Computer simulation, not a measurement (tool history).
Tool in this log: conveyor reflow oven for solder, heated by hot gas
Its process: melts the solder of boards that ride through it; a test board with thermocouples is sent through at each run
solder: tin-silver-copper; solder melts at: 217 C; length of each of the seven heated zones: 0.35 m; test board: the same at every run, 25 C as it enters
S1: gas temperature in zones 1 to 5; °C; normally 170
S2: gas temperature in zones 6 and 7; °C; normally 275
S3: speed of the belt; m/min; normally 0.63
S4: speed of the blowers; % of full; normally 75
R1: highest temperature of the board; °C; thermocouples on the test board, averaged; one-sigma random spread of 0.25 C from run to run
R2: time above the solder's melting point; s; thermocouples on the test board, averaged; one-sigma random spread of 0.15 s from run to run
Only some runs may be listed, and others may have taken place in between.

run   hour   S1   S2    S3  S4     R1    R2
  1    0.0  170  275  0.63  75  259.3  53.1
  2   24.6  170  275  0.63  75  259.7  53.4
  3   47.9  170  271  0.63  75  256.0  51.5
  4   61.4  170  275  0.63  71  258.7  52.2
  5   82.9  170  275  0.63  75  259.2  53.0
  6   99.1  170  275  0.63  75  259.9  53.2
  7  115.3  170  275  0.63  75  260.1  52.9
  8  126.5  170  275  0.63  86  262.1  54.9
  9  148.1  170  275  0.63  86  262.7  55.0
 10  160.2  170  275  0.63  50  249.9  45.2

Run 11 comes next. What will it give?
 11  173.5  170  275  0.63  50   ?   ?

{"run 11": {"R1": 249.9, "R2": 45.3}}
Were there no unlogged condition in the tool, this run, its random variation unchanged, would have produced R1 249.8 °C, R2 45.2 s.
